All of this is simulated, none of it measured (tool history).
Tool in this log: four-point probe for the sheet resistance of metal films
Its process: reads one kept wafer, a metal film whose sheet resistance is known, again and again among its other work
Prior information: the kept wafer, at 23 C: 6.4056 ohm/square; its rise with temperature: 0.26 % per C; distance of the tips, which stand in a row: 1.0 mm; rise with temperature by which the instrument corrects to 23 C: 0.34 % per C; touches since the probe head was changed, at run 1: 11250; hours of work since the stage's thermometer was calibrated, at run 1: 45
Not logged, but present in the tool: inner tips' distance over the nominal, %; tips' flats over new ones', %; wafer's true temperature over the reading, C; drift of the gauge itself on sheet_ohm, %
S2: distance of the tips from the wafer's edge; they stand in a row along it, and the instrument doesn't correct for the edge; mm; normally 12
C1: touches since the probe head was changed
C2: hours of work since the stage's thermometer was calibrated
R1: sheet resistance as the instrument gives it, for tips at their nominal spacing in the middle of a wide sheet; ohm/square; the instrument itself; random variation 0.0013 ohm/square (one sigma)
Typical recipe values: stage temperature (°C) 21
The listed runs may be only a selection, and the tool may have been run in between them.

{"run": 1, "hour": 0.0, "stage temperature (°C)": 21, "S2": 12, "C1": 11250, "C2": 45, "R1": 6.43915}
{"run": 2, "hour": 20.2, "stage temperature (°C)": 21, "S2": 12, "C1": 11563, "C2": 59, "R1": 6.440542}
{"run": 3, "hour": 34.1, "stage temperature (°C)": 20, "S2": 12, "C1": 11778, "C2": 69, "R1": 6.44471}
{"run": 4, "hour": 56.6, "stage temperature (°C)": 21, "S2": 12, "C1": 12125, "C2": 85, "R1": 6.440684}
{"run": 5, "hour": 79.7, "stage temperature (°C)": 21, "S2": 12, "C1": 12483, "C2": 101, "R1": 6.442442}
{"run": 6, "hour": 100.6, "stage temperature (°C)": 21, "S2": 12, "C1": 12807, "C2": 116, "R1": 6.439703}
{"run": 7, "hour": 125.0, "stage temperature (°C)": 21, "S2": 3, "C1": 13184, "C2": 133, "R1": 6.776982}
{"run": 8, "hour": 148.1, "stage temperature (°C)": 21, "S2": 3, "C1": 13542, "C2": 149, "R1": 6.779701}
{"run": 9, "hour": 162.1, "stage temperature (°C)": 21, "S2": 3, "C1": 13757, "C2": 159, "R1": 6.775724}
{"run": 10, "hour": 172.8, "stage temperature (°C)": 21, "S2": 3, "C1": 13923, "C2": 167, "R1": 6.780065}
{"run": 11, "hour": 183.2, "stage temperature (°C)": 21, "S2": 30, "C1": 14084, "C2": 174, "R1": 6.420106}
{"run": 12, "hour": 202.9, "stage temperature (°C)": 21, "S2": 12, "C1": 14388, "C2": 188, "R1": 6.443055}
{"run": 13, "hour": 213.4, "stage temperature (°C)": 21, "S2": 55, "C1": 14552, "C2": 195, "R1": 6.419044}
{"run": 14, "hour": 237.9, "stage temperature (°C)": 24, "S2": 12, "C1": 14931, "C2": 213, "R1": 6.421898}
{"run": 15, "hour": 253.1, "stage temperature (°C)": 24, "S2": 12, "C1": 15166, "C2": 223, "R1": 6.423502}
{"run": 16, "hour": 264.8, "stage temperature (°C)": 21, "S2": 3, "C1": 15346, "C2": 232, "R1": 6.778263}
{"run": 17, "hour": 289.6, "stage temperature (°C)": 21, "S2": 3, "C1": 15731, "C2": 249, "R1": 6.77906}
{"run": 18, "hour": 309.1, "stage temperature (°C)": 21, "S2": 3, "C1": 16032, "C2": 263, "R1": 6.777521}
{"run": 19, "hour": 320.7, "stage temperature (°C)": 21, "S2": 3, "C1": 16212, "C2": 271, "R1": 6.775839}
{"run": 20, "hour": 343.6, "stage temperature (°C)": 28, "S2": 13, "C1": 16565, "C2": 287, "R1": 6.397651}
{"run": 21, "hour": 365.6, "stage temperature (°C)": 28, "S2": 13, "C1": 16907, "C2": 303, "R1": 6.398472}
{"run": 22, "hour": 381.7, "stage temperature (°C)": 33, "S2": 31, "C1": 17155, "C2": 314, "R1": 6.357018}
{"run": 23, "hour": 392.7, "stage temperature (°C)": 24, "S2": 31, "C1": 17325, "C2": 322, "R1": 6.405496}
{"run": 24, "hour": 406.5, "stage temperature (°C)": 20, "S2": 13, "C1": 17538, "C2": 332, "R1": 6.442388}
{"run": 25, "hour": 430.8, "stage temperature (°C)": 20, "S2": 13, "C1": 17915, "C2": 349, "R1": 6.442948}
{"run": 26, "hour": 453.3, "stage temperature (°C)": 20, "S2": 29, "C1": 18263, "C2": 365, "R1": 6.424774}
{"run": 27, "hour": 473.0, "stage temperature (°C)": 25, "S2": 5, "C1": 18567, "C2": 379, "R1": 6.528598}

What if the next run were any one of these 4? Each begins from the tool's condition after run 27:
{"run": "A", "hour": 492.3, "stage temperature (°C)": 28, "S2": 23, "C1": 18867, "C2": 392, "R1": "?"}
{"run": "B", "hour": 492.3, "stage temperature (°C)": 21, "S2": 20, "C1": 18867, "C2": 392, "R1": "?"}
{"run": "C", "hour": 492.3, "stage temperature (°C)": 18, "S2": 5, "C1": 18867, "C2": 392, "R1": "?"}
{"run": "D", "hour": 492.3, "stage temperature (°C)": 18, "S2": 8, "C1": 18867, "C2": 392, "R1": "?"}

run=A R1=6.388440
run=B R1=6.423871
run=C R1=6.568398
run=D R1=6.490111
What these runs would have given with no unlogged condition in the tool:
run=A R1=6.388388
run=B R1=6.423820
run=C R1=6.568345
run=D R1=6.490059

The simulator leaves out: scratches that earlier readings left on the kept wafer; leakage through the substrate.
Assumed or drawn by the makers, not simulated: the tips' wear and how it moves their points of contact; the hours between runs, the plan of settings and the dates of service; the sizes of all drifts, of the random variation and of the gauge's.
